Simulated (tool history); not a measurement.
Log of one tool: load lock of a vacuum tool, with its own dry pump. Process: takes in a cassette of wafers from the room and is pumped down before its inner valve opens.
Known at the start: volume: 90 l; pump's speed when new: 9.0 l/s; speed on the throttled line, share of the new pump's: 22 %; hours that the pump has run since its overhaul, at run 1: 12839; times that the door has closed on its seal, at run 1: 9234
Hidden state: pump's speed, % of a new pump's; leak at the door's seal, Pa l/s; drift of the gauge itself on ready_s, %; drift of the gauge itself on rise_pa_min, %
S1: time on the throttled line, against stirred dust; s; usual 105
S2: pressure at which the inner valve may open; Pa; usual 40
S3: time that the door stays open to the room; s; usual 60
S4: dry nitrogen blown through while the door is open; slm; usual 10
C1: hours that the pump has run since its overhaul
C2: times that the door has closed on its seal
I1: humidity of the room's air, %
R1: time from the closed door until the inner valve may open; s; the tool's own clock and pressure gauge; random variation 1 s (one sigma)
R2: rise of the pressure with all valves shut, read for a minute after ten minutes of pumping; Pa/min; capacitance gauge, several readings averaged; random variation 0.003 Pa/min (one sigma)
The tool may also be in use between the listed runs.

run 1 day=0.000 | S1=105 S2=40 S3=60 S4=10 | C1=12839 C2=9234 | I1=43.2 | R1=170.3 R2=0.067
run 2 day=7.629 | S1=105 S2=40 S3=60 S4=10 | C1=13022 C2=9545 | I1=44.8 | R1=171.3 R2=0.063
run 3 day=18.550 | S1=105 S2=40 S3=38 S4=10 | C1=13284 C2=9990 | I1=45.6 | R1=173.0 R2=0.066
run 4 day=26.117 | S1=105 S2=40 S3=62 S4=10 | C1=13466 C2=10299 | I1=44.8 | R1=169.2 R2=0.069
run 5 day=34.625 | S1=105 S2=40 S3=33 S4=10 | C1=13670 C2=10645 | I1=41.4 | R1=171.3 R2=0.069
run 6 day=41.862 | S1=105 S2=40 S3=33 S4=10 | C1=13843 C2=10941 | I1=44.6 | R1=168.9 R2=0.068
run 7 day=48.562 | S1=105 S2=40 S3=31 S4=10 | C1=14004 C2=11214 | I1=44.2 | R1=171.4 R2=0.070
run 8 day=58.317 | S1=183 S2=40 S3=31 S4=10 | C1=14238 C2=11612 | I1=43.6 | R1=227.7 R2=0.073
run 9 day=64.371 | S1=183 S2=40 S3=31 S4=9 | C1=14384 C2=11858 | I1=45.9 | R1=228.4 R2=0.077
run 10 day=72.742 | S1=105 S2=40 S3=54 S4=10 | C1=14585 C2=12200 | I1=44.3 | R1=171.9 R2=0.076
run 11 day=84.812 | S1=105 S2=40 S3=54 S4=10 | C1=14874 C2=12692 | I1=45.0 | R1=170.6 R2=0.082
run 12 day=93.529 | S1=105 S2=40 S3=60 S4=6 | C1=15083 C2=13047 | I1=49.4 | R1=174.2 R2=0.087
run 13 day=104.392 | S1=105 S2=40 S3=50 S4=10 | C1=15344 C2=13490 | I1=42.8 | R1=173.2 R2=0.086
run 14 day=112.054 | S1=105 S2=40 S3=50 S4=10 | C1=15528 C2=13803 | I1=45.8 | R1=171.0 R2=0.089
run 15 day=119.888 | S1=105 S2=40 S3=50 S4=10 | C1=15716 C2=14122 | I1=47.6 | R1=171.4 R2=0.090
run 16 day=124.779 | S1=105 S2=40 S3=50 S4=10 | C1=15833 C2=14321 | I1=44.5 | R1=174.1 R2=0.094
run 17 day=131.550 | S1=105 S2=40 S3=50 S4=10 | C1=15996 C2=14598 | I1=44.2 | R1=174.3 R2=0.088
run 18 day=139.004 | S1=105 S2=40 S3=50 S4=4 | C1=16175 C2=14902 | I1=48.4 | R1=171.6 R2=0.105
run 19 day=149.429 | S1=177 S2=31 S3=60 S4=10 | C1=16425 C2=15327 | I1=42.9 | R1=228.8 R2=0.099
run 20 day=155.804 | S1=72 S2=57 S3=71 S4=4 | C1=16578 C2=15587 | I1=44.1 | R1=144.0 R2=0.111
run 21 day=162.846 | S1=104 S2=75 S3=146 S4=10 | C1=16747 C2=15874 | I1=46.9 | R1=167.0 R2=0.122
run 22 day=171.896 | S1=104 S2=75 S3=146 S4=10 | C1=16964 C2=16243 | I1=44.3 | R1=165.2 R2=0.115
run 23 day=178.533 | S1=112 S2=75 S3=146 S4=32 | C1=17123 C2=16513 | I1=46.3 | R1=172.4 R2=0.110
run 24 day=187.454 | S1=112 S2=75 S3=146 S4=41 | C1=17338 C2=16877 | I1=47.2 | R1=172.9 R2=0.109
run 25 day=198.567 | S1=112 S2=75 S3=146 S4=41 | C1=17604 C2=17330 | I1=44.9 | R1=173.5 R2=0.111
run 26 day=208.679 | S1=77 S2=35 S3=46 S4=31 | C1=17847 C2=17743 | I1=45.2 | R1=157.2 R2=0.105
run 27 day=216.183 | S1=77 S2=35 S3=46 S4=31 | C1=18027 C2=18049 | I1=46.1 | R1=157.8 R2=0.111
run 28 day=225.488 | S1=63 S2=40 S3=222 S4=5 | C1=18250 C2=18428 | I1=47.7 | R1=144.8 R2=0.150
run 29 day=233.933 | S1=183 S2=31 S3=60 S4=10 | C1=18453 C2=18772 | I1=43.1 | R1=235.4 R2=0.124
run 30 day=239.196 | S1=82 S2=31 S3=198 S4=9 | C1=18579 C2=18987 | I1=42.0 | R1=164.7 R2=0.138
run 31 day=247.771 | S1=71 S2=40 S3=198 S4=36 | C1=18785 C2=19337 | I1=44.1 | R1=150.7 R2=0.131
run 32 day=256.925 | S1=71 S2=40 S3=198 S4=36 | C1=19005 C2=19710 | I1=46.4 | R1=152.0 R2=0.130
run 33 day=267.921 | S1=156 S2=54 S3=199 S4=14 | C1=19269 C2=20158 | I1=45.2 | R1=209.5 R2=0.147
run 34 day=274.321 | S1=156 S2=54 S3=199 S4=14 | C1=19422 C2=20419 | I1=45.9 | R1=210.8 R2=0.149
run 35 day=284.804 | S1=105 S2=32 S3=60 S4=22 | C1=19674 C2=20847 | I1=47.3 | R1=179.0 R2=0.141
run 36 day=289.842 | S1=105 S2=69 S3=60 S4=10 | C1=19795 C2=21052 | I1=44.1 | R1=171.3 R2=0.139

Forecast each of these 5 alternatives for the next run:
run A day=294.967 | S1=105 S2=69 S3=114 S4=8 | C1=19918 C2=21261 | I1=42.7 | R1=? R2=?
run B day=294.967 | S1=166 S2=40 S3=60 S4=10 | C1=19918 C2=21261 | I1=46.7 | R1=? R2=?
run C day=294.967 | S1=58 S2=28 S3=64 S4=10 | C1=19918 C2=21261 | I1=45.4 | R1=? R2=?
run D day=294.967 | S1=92 S2=79 S3=60 S4=33 | C1=19918 C2=21261 | I1=43.6 | R1=? R2=?
run E day=294.967 | S1=141 S2=69 S3=163 S4=10 | C1=19918 C2=21261 | I1=49.1 | R1=? R2=?

run=A R1=169.0 R2=0.159
run=B R1=222.2 R2=0.148
run=C R1=147.9 R2=0.139
run=D R1=158.1 R2=0.132
run=E R1=193.0 R2=0.157
Without the tool's hidden state the same runs would have given:
run=A R1=153.4 R2=0.042
run=B R1=208.9 R2=0.032
run=C R1=126.0 R2=0.025
run=D R1=142.1 R2=0.017
run=E R1=180.0 R2=0.041

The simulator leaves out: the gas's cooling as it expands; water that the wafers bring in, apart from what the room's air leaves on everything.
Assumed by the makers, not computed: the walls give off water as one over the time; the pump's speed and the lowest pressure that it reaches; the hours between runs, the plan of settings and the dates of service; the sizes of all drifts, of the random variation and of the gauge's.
